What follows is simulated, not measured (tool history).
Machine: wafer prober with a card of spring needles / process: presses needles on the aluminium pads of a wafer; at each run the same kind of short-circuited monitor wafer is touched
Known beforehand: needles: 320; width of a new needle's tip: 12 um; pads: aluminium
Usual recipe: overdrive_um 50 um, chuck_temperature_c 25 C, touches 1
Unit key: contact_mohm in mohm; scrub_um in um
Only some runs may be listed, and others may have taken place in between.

Run 1, hour 0.0: usual settings. Result: contact_mohm 279 mohm, scrub_um 8.39 um.
At hour 4.5: tips cleaned on abrasive film.
At hour 10.5: tips cleaned on abrasive film.
At hour 17.9: tips cleaned on abrasive film.
At hour 23.9: tips cleaned on abrasive film.
At hour 31.3: tips cleaned on abrasive film.
At hour 38.7: tips cleaned on abrasive film.
Run 2, hour 43.6: usual settings. Result: contact_mohm 340 mohm, scrub_um 8.21 um.
At hour 45.1: tips cleaned on abrasive film.
At hour 51.1: tips cleaned on abrasive film.
At hour 58.5: tips cleaned on abrasive film.
Run 3, hour 62.5: usual settings but touches 2. Result: contact_mohm 284 mohm, scrub_um 8.24 um.
At hour 65.5: tips cleaned on abrasive film.
At hour 71.5: tips cleaned on abrasive film.
At hour 77.4: tips cleaned on abrasive film.
Run 4, hour 81.7: usual settings but touches 2. Result: contact_mohm 291 mohm, scrub_um 8.19 um.
At hour 84.8: tips cleaned on abrasive film.
At hour 92.2: tips cleaned on abrasive film.
At hour 99.6: tips cleaned on abrasive film.
At hour 105.6: tips cleaned on abrasive film.
At hour 113.0: tips cleaned on abrasive film.
Run 5, hour 116.5: usual settings. Result: contact_mohm 331 mohm, scrub_um 7.98 um.
At hour 119.6: tips cleaned on abrasive film.
At hour 125.5: tips cleaned on abrasive film.
At hour 133.0: tips cleaned on abrasive film.
Run 6, hour 136.2: usual settings. Result: contact_mohm 327 mohm, scrub_um 7.97 um.
At hour 139.2: tips cleaned on abrasive film.
At hour 145.2: tips cleaned on abrasive film.
At hour 151.1: tips cleaned on abrasive film.
At hour 152.9: height of the first contact set anew.
At hour 158.9: tips cleaned on abrasive film.
At hour 164.8: tips cleaned on abrasive film.
Run 7, hour 167.9: usual settings. Result: contact_mohm 305 mohm, scrub_um 8.87 um.
At hour 171.0: tips cleaned on abrasive film.
At hour 176.9: tips cleaned on abrasive film.
At hour 184.4: tips cleaned on abrasive film.
At hour 191.8: tips cleaned on abrasive film.
At hour 199.2: tips cleaned on abrasive film.
At hour 205.5: tips cleaned on abrasive film.
Run 8, hour 205.5: usual settings. Result: contact_mohm 222 mohm, scrub_um 8.75 um.
At hour 211.5: tips cleaned on abrasive film.
At hour 217.4: tips cleaned on abrasive film.
At hour 223.4: tips cleaned on abrasive film.
At hour 230.8: tips cleaned on abrasive film.
Run 9, hour 235.5: usual settings. Result: contact_mohm 341 mohm, scrub_um 8.67 um.
At hour 237.1: tips cleaned on abrasive film.
At hour 243.1: tips cleaned on abrasive film.
At hour 250.5: tips cleaned on abrasive film.
At hour 256.4: tips cleaned on abrasive film.
Run 10, hour 259.8: usual settings. Result: contact_mohm 326 mohm, scrub_um 8.65 um.
At hour 262.9: tips cleaned on abrasive film.
At hour 270.3: tips cleaned on abrasive film.
At hour 277.7: tips cleaned on abrasive film.
At hour 285.1: tips cleaned on abrasive film.
At hour 291.1: tips cleaned on abrasive film.
At hour 297.1: tips cleaned on abrasive film.
Run 11, hour 297.4: usual settings but chuck_temperature_c 40 C. Result: contact_mohm 241 mohm, scrub_um 8.56 um.
At hour 303.4: tips cleaned on abrasive film.
At hour 310.8: tips cleaned on abrasive film.
At hour 318.3: tips cleaned on abrasive film.
At hour 324.2: tips cleaned on abrasive film.
At hour 331.7: tips cleaned on abrasive film.
Run 12, hour 334.2: usual settings but chuck_temperature_c 40 C. Result: contact_mohm 315 mohm, scrub_um 8.39 um.
At hour 338.7: tips cleaned on abrasive film.
At hour 346.2: tips cleaned on abrasive film.
At hour 352.1: tips cleaned on abrasive film.
Run 13, hour 353.3: usual settings but chuck_temperature_c 63 C. Result: contact_mohm 284 mohm, scrub_um 8.35 um.
At hour 359.3: tips cleaned on abrasive film.
At hour 365.3: tips cleaned on abrasive film.
At hour 372.7: tips cleaned on abrasive film.
At hour 380.1: tips cleaned on abrasive film.
Run 14, hour 385.0: usual settings but chuck_temperature_c 70 C, touches 2. Result: contact_mohm 312 mohm, scrub_um 8.25 um.
At hour 386.6: tips cleaned on abrasive film.
At hour 392.5: tips cleaned on abrasive film.
At hour 400.0: tips cleaned on abrasive film.
At hour 405.9: tips cleaned on abrasive film.
At hour 413.4: tips cleaned on abrasive film.
At hour 420.8: tips cleaned on abrasive film.
Run 15, hour 421.8: usual settings but overdrive_um 66 um, chuck_temperature_c 30 C. Result: contact_mohm 249 mohm, scrub_um 11.05 um.
At hour 427.8: tips cleaned on abrasive film.
At hour 433.7: tips cleaned on abrasive film.
At hour 439.7: tips cleaned on abrasive film.
At hour 445.7: tips cleaned on abrasive film.
At hour 453.1: tips cleaned on abrasive film.
At hour 459.1: tips cleaned on abrasive film.
Run 16, hour 459.8: usual settings but overdrive_um 66 um, chuck_temperature_c 30 C. Result: contact_mohm 252 mohm, scrub_um 10.96 um.
At hour 465.7: tips cleaned on abrasive film.
At hour 473.2: tips cleaned on abrasive film.
At hour 480.6: tips cleaned on abrasive film.
At hour 486.6: tips cleaned on abrasive film.
Run 17, hour 491.7: usual settings but overdrive_um 45 um, chuck_temperature_c 56 C. Result: contact_mohm 425 mohm, scrub_um 7.10 um.
At hour 493.2: tips cleaned on abrasive film.
At hour 500.7: tips cleaned on abrasive film.
At hour 502.4: height of the first contact set anew.
At hour 508.4: tips cleaned on abrasive film.
At hour 515.8: tips cleaned on abrasive film.
Run 18, hour 515.8: usual settings but overdrive_um 45 um, chuck_temperature_c 56 C. Result: contact_mohm 238 mohm, scrub_um 8.02 um.
At hour 521.7: tips cleaned on abrasive film.
At hour 529.1: tips cleaned on abrasive film.
At hour 535.1: tips cleaned on abrasive film.
At hour 542.5: tips cleaned on abrasive film.
At hour 548.5: tips cleaned on abrasive film.
Run 19, hour 551.6: usual settings but touches 3. Result: contact_mohm 258 mohm, scrub_um 8.86 um.
At hour 554.6: tips cleaned on abrasive film.
At hour 560.6: tips cleaned on abrasive film.
At hour 568.0: tips cleaned on abrasive film.
At hour 574.0: tips cleaned on abrasive film.
At hour 581.4: tips cleaned on abrasive film.
Run 20, hour 581.9: usual settings but touches 3. Result: contact_mohm 234 mohm, scrub_um 8.82 um.
At hour 587.9: tips cleaned on abrasive film.
At hour 595.3: tips cleaned on abrasive film.
At hour 602.8: tips cleaned on abrasive film.
At hour 610.2: tips cleaned on abrasive film.
At hour 617.6: tips cleaned on abrasive film.
Run 21, hour 620.8: usual settings but overdrive_um 35 um, chuck_temperature_c 46 C, touches 2. Result: contact_mohm 385 mohm, scrub_um 5.98 um.
At hour 623.8: tips cleaned on abrasive film.
At hour 629.8: tips cleaned on abrasive film.
At hour 637.2: tips cleaned on abrasive film.
At hour 644.7: tips cleaned on abrasive film.
At hour 652.1: tips cleaned on abrasive film.
Run 22, hour 654.2: usual settings but overdrive_um 35 um, chuck_temperature_c 43 C, touches 2. Result: contact_mohm 346 mohm, scrub_um 5.79 um.
At hour 658.7: tips cleaned on abrasive film.
At hour 664.6: tips cleaned on abrasive film.
At hour 672.1: tips cleaned on abrasive film.
At hour 679.5: tips cleaned on abrasive film.
At hour 685.5: tips cleaned on abrasive film.
At hour 691.4: tips cleaned on abrasive film.
Run 23, hour 693.4: usual settings but overdrive_um 38 um. Result: contact_mohm 396 mohm, scrub_um 6.34 um.

Branching from run 23: 3 alternative next runs. What would each branch give?
At hour 697.9: tips cleaned on abrasive film.
At hour 705.3: tips cleaned on abrasive film.
At hour 712.8: tips cleaned on abrasive film.
At hour 718.7: tips cleaned on abrasive film.
At hour 724.7: tips cleaned on abrasive film.
At hour 731.6: tips cleaned on abrasive film.
Run A, hour 731.6: usual settings but overdrive_um 38 um, chuck_temperature_c 26 C, touches 2. Result: contact_mohm ?, scrub_um ?.
At hour 697.9: tips cleaned on abrasive film.
At hour 705.3: tips cleaned on abrasive film.
At hour 712.8: tips cleaned on abrasive film.
At hour 718.7: tips cleaned on abrasive film.
At hour 724.7: tips cleaned on abrasive film.
At hour 731.6: tips cleaned on abrasive film.
Run B, hour 731.6: usual settings but overdrive_um 43 um, chuck_temperature_c 93 C, touches 2. Result: contact_mohm ?, scrub_um ?.
At hour 697.9: tips cleaned on abrasive film.
At hour 705.3: tips cleaned on abrasive film.
At hour 712.8: tips cleaned on abrasive film.
At hour 718.7: tips cleaned on abrasive film.
At hour 724.7: tips cleaned on abrasive film.
At hour 731.6: tips cleaned on abrasive film.
Run C, hour 731.6: usual settings but overdrive_um 51 um. Result: contact_mohm ?, scrub_um ?.

run  contact_mohm  scrub_um
  A           241      6.18
  B           256      7.06
  C           232      8.50
With the hidden condition removed and each run's random variation left untouched, the same runs would have given:
run  contact_mohm  scrub_um
  A           218      6.85
  B           236      7.73
  C           213      9.17

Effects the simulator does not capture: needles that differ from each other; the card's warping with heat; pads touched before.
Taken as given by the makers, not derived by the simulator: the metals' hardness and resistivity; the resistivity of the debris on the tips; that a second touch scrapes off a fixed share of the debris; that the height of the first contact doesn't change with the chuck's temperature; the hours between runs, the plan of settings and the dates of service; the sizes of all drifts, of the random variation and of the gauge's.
